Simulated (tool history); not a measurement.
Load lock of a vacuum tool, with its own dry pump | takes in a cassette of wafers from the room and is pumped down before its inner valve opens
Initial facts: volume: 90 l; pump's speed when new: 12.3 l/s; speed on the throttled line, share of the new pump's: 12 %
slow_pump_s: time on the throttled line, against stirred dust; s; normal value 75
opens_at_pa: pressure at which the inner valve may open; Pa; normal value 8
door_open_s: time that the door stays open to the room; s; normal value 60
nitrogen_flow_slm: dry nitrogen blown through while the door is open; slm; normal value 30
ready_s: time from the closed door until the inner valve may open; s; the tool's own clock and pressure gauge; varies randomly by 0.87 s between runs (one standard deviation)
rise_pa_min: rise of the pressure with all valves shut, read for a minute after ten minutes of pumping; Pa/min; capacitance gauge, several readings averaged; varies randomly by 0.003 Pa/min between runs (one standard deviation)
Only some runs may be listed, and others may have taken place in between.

run,hour,slow_pump_s,opens_at_pa,door_open_s,nitrogen_flow_slm,"incoming humidity of the room's air, %",ready_s,rise_pa_min
1,0,75,8,60,30,46.8,136.9,0.039
2,103.3,75,8,60,30,43.4,136.7,0.038
3,182.7,75,8,60,30,49,136.5,0.039
4,285.5,75,7,60,30,45.5,136.9,0.037
5,342,75,7,60,30,46.1,136.4,0.046
6,405.9,75,7,60,30,43.1,137.3,0.043
7,508.4,50,8,60,30,41,114,0.043
8,627.4,50,8,60,30,44.2,114.6,0.045
9,692.5,50,8,60,30,47.9,114.5,0.057
10,807.4,50,8,60,30,47.2,115.8,0.054
11,931.4,50,8,60,30,43.6,114.3,0.052
12,1006.9,123,8,60,30,47,177,0.058
13,1133.8,123,8,60,30,45.4,177.7,0.059
14,1192.2,123,8,60,30,45.1,179,0.053
15,1286.5,123,8,60,30,43.9,180.6,0.058
16,1340.6,75,8,60,10,45.8,137,0.07
17,1462.5,75,8,60,10,44.1,138.3,0.072
18,1540.1,75,8,60,10,40.8,137,0.075
19,1628.7,75,7,58,5,45.5,137.1,0.086
20,1757.9,99,8,58,5,49.3,158.3,0.089
21,1867.9,72,8,60,30,48.4,134.5,0.072
22,1959.4,72,8,60,30,41.7,135.3,0.069
23,2077,64,8,54,30,45,128.3,0.068
24,2182.9,64,8,54,30,45.6,127.2,0.08
25,2279.9,64,8,54,30,44.2,127.8,0.073
26,2388.3,98,16,54,30,48.6,151.5,0.079
27,2480.8,98,14,87,30,42.3,154.4,0.087
28,2533,98,14,87,30,48.4,153.2,0.095
29,2592.7,43,15,60,34,44.8,103.6,0.075
30,2719,43,15,60,34,47.5,103.6,0.087
31,2781.4,144,15,27,6,46,192.8,0.087
32,2888.4,144,15,27,6,48.5,192.4,0.09
33,2942.4,144,15,27,6,41.1,191.5,0.092
34,3019.8,144,15,27,6,45.5,193.1,0.095
35,3074.2,144,15,27,6,45,194.8,0.093
36,3161,61,15,103,11,50.3,120.8,0.138

Below are 3 alternative next runs, each starting from the tool's condition after run 36. Predict each:
A,3243,41,9,141,30,47.2,?,?
B,3243,61,16,43,8,46.1,?,?
C,3243,61,8,83,13,45.7,?,?

run,ready_s,rise_pa_min
A,106.2,0.128
B,118.8,0.106
C,128.1,0.119
Take away the tool's hidden state, keep each run's random variation, and the runs would have read:
run,ready_s,rise_pa_min
A,103.5,0.058
B,116.4,0.037
C,125.4,0.051

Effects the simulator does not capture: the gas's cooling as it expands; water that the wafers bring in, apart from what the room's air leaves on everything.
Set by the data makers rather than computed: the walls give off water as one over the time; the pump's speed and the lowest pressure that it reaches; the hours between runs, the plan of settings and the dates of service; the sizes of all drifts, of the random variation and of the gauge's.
